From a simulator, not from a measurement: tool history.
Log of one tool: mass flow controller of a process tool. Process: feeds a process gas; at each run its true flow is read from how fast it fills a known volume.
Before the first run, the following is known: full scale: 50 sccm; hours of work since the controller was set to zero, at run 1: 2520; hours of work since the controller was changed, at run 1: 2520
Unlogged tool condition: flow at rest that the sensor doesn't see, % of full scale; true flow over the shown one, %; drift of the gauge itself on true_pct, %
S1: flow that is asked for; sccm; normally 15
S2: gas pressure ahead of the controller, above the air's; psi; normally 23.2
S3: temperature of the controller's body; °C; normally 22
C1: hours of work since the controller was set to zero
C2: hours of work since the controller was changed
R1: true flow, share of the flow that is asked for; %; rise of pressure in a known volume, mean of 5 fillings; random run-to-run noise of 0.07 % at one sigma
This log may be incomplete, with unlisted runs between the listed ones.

{"run": 1, "hour": 0.0, "S1": 15, "S2": 23.2, "S3": 22, "C1": 2520, "C2": 2520, "R1": 100.16}
{"run": 2, "hour": 68.3, "S1": 15, "S2": 23.2, "S3": 22, "C1": 2569, "C2": 2569, "R1": 100.33}
{"run": 3, "hour": 169.5, "S1": 15, "S2": 23.2, "S3": 22, "C1": 2640, "C2": 2640, "R1": 100.3}
{"run": 4, "hour": 259.4, "S1": 15, "S2": 23.2, "S3": 22, "C1": 2704, "C2": 2704, "R1": 100.38}
{"run": 5, "hour": 339.8, "S1": 15, "S2": 23.2, "S3": 22, "C1": 2761, "C2": 2761, "R1": 100.46}
{"run": 6, "hour": 445.9, "S1": 15, "S2": 37.6, "S3": 22, "C1": 2836, "C2": 2836, "R1": 100.98}
{"run": 7, "hour": 546.5, "S1": 9, "S2": 23.2, "S3": 22, "C1": 2907, "C2": 2907, "R1": 101.42}
{"run": 8, "hour": 631.7, "S1": 9, "S2": 23.2, "S3": 22, "C1": 2967, "C2": 2967, "R1": 101.26}
{"run": 9, "hour": 766.3, "S1": 9, "S2": 23.2, "S3": 22, "C1": 3063, "C2": 3063, "R1": 101.45}
{"run": 10, "hour": 835.1, "S1": 9, "S2": 23.2, "S3": 22, "C1": 3111, "C2": 3111, "R1": 101.51}
{"run": 11, "hour": 915.3, "S1": 9, "S2": 23.2, "S3": 22, "C1": 3168, "C2": 3168, "R1": 101.41}
{"run": 12, "hour": 982.4, "S1": 23, "S2": 21.8, "S3": 36, "C1": 3216, "C2": 3216, "R1": 101.06}
{"run": 13, "hour": 1085.8, "S1": 29, "S2": 36.0, "S3": 30, "C1": 3289, "C2": 3289, "R1": 101.31}
{"run": 14, "hour": 1189.7, "S1": 7, "S2": 30.5, "S3": 30, "C1": 3362, "C2": 3362, "R1": 103.09}
{"run": 15, "hour": 1315.9, "S1": 6, "S2": 37.9, "S3": 23, "C1": 3452, "C2": 3452, "R1": 103.84}
{"run": 16, "hour": 1391.3, "S1": 6, "S2": 37.9, "S3": 23, "C1": 3505, "C2": 3505, "R1": 103.8}
{"run": 17, "hour": 1539.1, "S1": 6, "S2": 35.5, "S3": 20, "C1": 3610, "C2": 3610, "R1": 103.73}
{"run": 18, "hour": 1603.7, "S1": 18, "S2": 29.9, "S3": 22, "C1": 3655, "C2": 3655, "R1": 101.2}
{"run": 19, "hour": 1714.8, "S1": 18, "S2": 29.9, "S3": 35, "C1": 3734, "C2": 3734, "R1": 101.85}
{"run": 20, "hour": 1812.6, "S1": 20, "S2": 26.7, "S3": 27, "C1": 3803, "C2": 3803, "R1": 101.25}
{"run": 21, "hour": 1957.7, "S1": 20, "S2": 26.7, "S3": 27, "C1": 3906, "C2": 3906, "R1": 101.44}
{"run": 22, "hour": 2037.0, "S1": 20, "S2": 26.7, "S3": 27, "C1": 3962, "C2": 3962, "R1": 101.33}

Branching from run 22: 3 alternative next runs. What would each branch give?
{"run": "A", "hour": 2155.3, "S1": 14, "S2": 30.2, "S3": 22, "C1": 4046, "C2": 4046, "R1": "?"}
{"run": "B", "hour": 2155.3, "S1": 10, "S2": 26.7, "S3": 27, "C1": 4046, "C2": 4046, "R1": "?"}
{"run": "C", "hour": 2155.3, "S1": 15, "S2": 22.2, "S3": 20, "C1": 4046, "C2": 4046, "R1": "?"}

run=A R1=101.92
run=B R1=102.48
run=C R1=101.37
The same runs, with their run-to-run variation unchanged, on a tool lacking any hidden condition would have given:
run=A R1=98.56
run=B R1=98.24
run=C R1=98.16
